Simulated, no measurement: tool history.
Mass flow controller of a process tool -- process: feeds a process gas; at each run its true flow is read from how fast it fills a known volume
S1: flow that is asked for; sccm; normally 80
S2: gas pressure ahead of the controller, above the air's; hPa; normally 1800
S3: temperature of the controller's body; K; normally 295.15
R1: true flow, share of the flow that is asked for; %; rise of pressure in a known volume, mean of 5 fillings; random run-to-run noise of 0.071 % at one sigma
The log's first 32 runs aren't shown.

Run 33, hour 2584.9: usual settings but S3 311.15 K. Result: R1 98.01 %.
Run 34, hour 2699.4: usual settings but S3 311.15 K. Result: R1 98.02 %.
Run 35, hour 2805.9: usual settings but S2 1450 hPa, S3 307.15 K. Result: R1 98.61 %.
Run 36, hour 2892.2: usual settings but S2 2510 hPa, S3 312.15 K. Result: R1 97.34 %.
Run 37, hour 3011.9: usual settings but S2 2690 hPa, S3 303.15 K. Result: R1 97.92 %.
Run 38, hour 3082.1: usual settings but S1 17 sccm, S2 1500 hPa, S3 297.15 K. Result: R1 97.79 %.
Run 39, hour 3135.5: usual settings but S3 308.15 K. Result: R1 98.05 %.
Run 40, hour 3193.0: usual settings but S3 308.15 K. Result: R1 98.18 %.
Run 41, hour 3245.4: usual settings but S1 13 sccm, S2 2410 hPa, S3 293.15 K. Result: R1 97.02 %.
Run 42, hour 3334.1: usual settings but S1 72 sccm, S2 2410 hPa, S3 301.15 K. Result: R1 97.94 %.
Run 43, hour 3451.5: usual settings but S1 72 sccm, S2 2410 hPa, S3 301.15 K. Result: R1 98.07 %.
Run 44, hour 3551.2: usual settings but S1 12 sccm, S2 2520 hPa, S3 311.15 K. Result: R1 95.55 %.
Run 45, hour 3631.2: usual settings but S1 33 sccm, S2 2010 hPa, S3 311.15 K. Result: R1 96.69 %.
Run 46, hour 3700.5: usual settings but S2 2010 hPa, S3 302.15 K. Result: R1 98.33 %.
Run 47, hour 3793.0: usual settings but S1 94 sccm, S2 2010 hPa. Result: R1 99.14 %.
Run 48, hour 3889.2: usual settings but S1 11 sccm, S2 1760 hPa, S3 312.15 K. Result: R1 95.85 %.
Run 49, hour 3941.4: usual settings but S1 11 sccm, S2 1660 hPa, S3 305.15 K. Result: R1 96.19 %.

Each row is a separate what-if for the run after 49, all from the same tool condition, not one after another. Results?
Run A, hour 3996.6: usual settings but S1 15 sccm, S2 2570 hPa. Result: R1 ?.
Run B, hour 3996.6: usual settings but S1 11 sccm, S2 2550 hPa, S3 297.15 K. Result: R1 ?.
Run C, hour 3996.6: usual settings but S2 2680 hPa, S3 306.15 K. Result: R1 ?.

run     R1
  A  96.60
  B  96.22
  C  97.45
With the hidden condition removed and each run's random variation left untouched, the same runs would have given:
run     R1
  A  98.31
  B  98.19
  C  98.60
